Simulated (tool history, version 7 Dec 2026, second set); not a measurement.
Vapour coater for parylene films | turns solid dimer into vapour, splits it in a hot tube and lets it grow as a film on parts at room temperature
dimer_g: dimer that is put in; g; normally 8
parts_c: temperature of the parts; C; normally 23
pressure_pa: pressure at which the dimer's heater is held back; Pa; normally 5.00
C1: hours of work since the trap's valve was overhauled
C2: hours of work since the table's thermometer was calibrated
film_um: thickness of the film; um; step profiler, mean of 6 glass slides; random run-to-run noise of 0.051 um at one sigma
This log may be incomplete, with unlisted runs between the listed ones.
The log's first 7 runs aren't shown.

{"run": 8, "hour": 101.8, "dimer_g": 8, "parts_c": 23, "pressure_pa": 5.0, "C1": 134, "C2": 380, "film_um": 5.55}
{"run": 9, "hour": 119.0, "dimer_g": 8, "parts_c": 23, "pressure_pa": 5.0, "C1": 146, "C2": 392, "film_um": 5.41}
{"run": 10, "hour": 132.7, "dimer_g": 8, "parts_c": 23, "pressure_pa": 5.0, "C1": 155, "C2": 402, "film_um": 5.42}
{"run": 11, "hour": 145.8, "dimer_g": 8, "parts_c": 23, "pressure_pa": 5.0, "C1": 165, "C2": 411, "film_um": 5.33}
{"run": 12, "hour": 166.1, "dimer_g": 8, "parts_c": 23, "pressure_pa": 5.0, "C1": 179, "C2": 425, "film_um": 5.4}
{"run": 13, "hour": 177.4, "dimer_g": 8, "parts_c": 23, "pressure_pa": 5.0, "C1": 187, "C2": 433, "film_um": 5.39}
{"run": 14, "hour": 197.5, "dimer_g": 8, "parts_c": 23, "pressure_pa": 5.0, "C1": 201, "C2": 447, "film_um": 5.24}
{"run": 15, "hour": 206.3, "dimer_g": 8, "parts_c": 23, "pressure_pa": 5.0, "C1": 207, "C2": 453, "film_um": 5.26}
{"run": 16, "hour": 219.5, "dimer_g": 8, "parts_c": 23, "pressure_pa": 5.0, "C1": 216, "C2": 463, "film_um": 5.2}
{"run": 17, "hour": 239.4, "dimer_g": 8, "parts_c": 23, "pressure_pa": 5.0, "C1": 230, "C2": 476, "film_um": 5.09}
{"run": 18, "hour": 257.9, "dimer_g": 8, "parts_c": 23, "pressure_pa": 5.0, "C1": 243, "C2": 489, "film_um": 5.22}
{"run": 19, "hour": 271.0, "dimer_g": 8, "parts_c": 23, "pressure_pa": 5.0, "C1": 252, "C2": 498, "film_um": 5.12}
{"run": 20, "hour": 291.8, "dimer_g": 8, "parts_c": 30, "pressure_pa": 5.0, "C1": 267, "C2": 513, "film_um": 4.25}
{"hour": 312.5, "done": "trap's valve overhauled"}
{"run": 21, "hour": 312.5, "dimer_g": 8, "parts_c": 30, "pressure_pa": 5.0, "C1": 0, "C2": 525, "film_um": 4.78}
{"run": 22, "hour": 324.1, "dimer_g": 8, "parts_c": 30, "pressure_pa": 5.0, "C1": 8, "C2": 533, "film_um": 4.77}
{"run": 23, "hour": 333.4, "dimer_g": 8, "parts_c": 23, "pressure_pa": 3.09, "C1": 15, "C2": 539, "film_um": 6.09}
{"run": 24, "hour": 345.4, "dimer_g": 10, "parts_c": 22, "pressure_pa": 6.34, "C1": 23, "C2": 548, "film_um": 7.09}
{"run": 25, "hour": 356.0, "dimer_g": 10, "parts_c": 22, "pressure_pa": 6.34, "C1": 30, "C2": 555, "film_um": 7.15}
{"run": 26, "hour": 376.7, "dimer_g": 5, "parts_c": 15, "pressure_pa": 5.0, "C1": 45, "C2": 569, "film_um": 4.31}
{"run": 27, "hour": 393.1, "dimer_g": 8, "parts_c": 25, "pressure_pa": 5.0, "C1": 56, "C2": 581, "film_um": 5.38}
{"run": 28, "hour": 409.7, "dimer_g": 7, "parts_c": 23, "pressure_pa": 5.0, "C1": 68, "C2": 592, "film_um": 4.86}
{"run": 29, "hour": 424.1, "dimer_g": 7, "parts_c": 24, "pressure_pa": 8.48, "C1": 78, "C2": 603, "film_um": 4.4}

Predict the results of run 30:
{"run": 30, "hour": 433.5, "dimer_g": 7, "parts_c": 24, "pressure_pa": 8.48, "C1": 84, "C2": 609, "film_um": "?"}

{"run 30": {"film_um": 4.4}}
Had the tool carried no hidden state, the very same run would have given film_um 4.62 um.
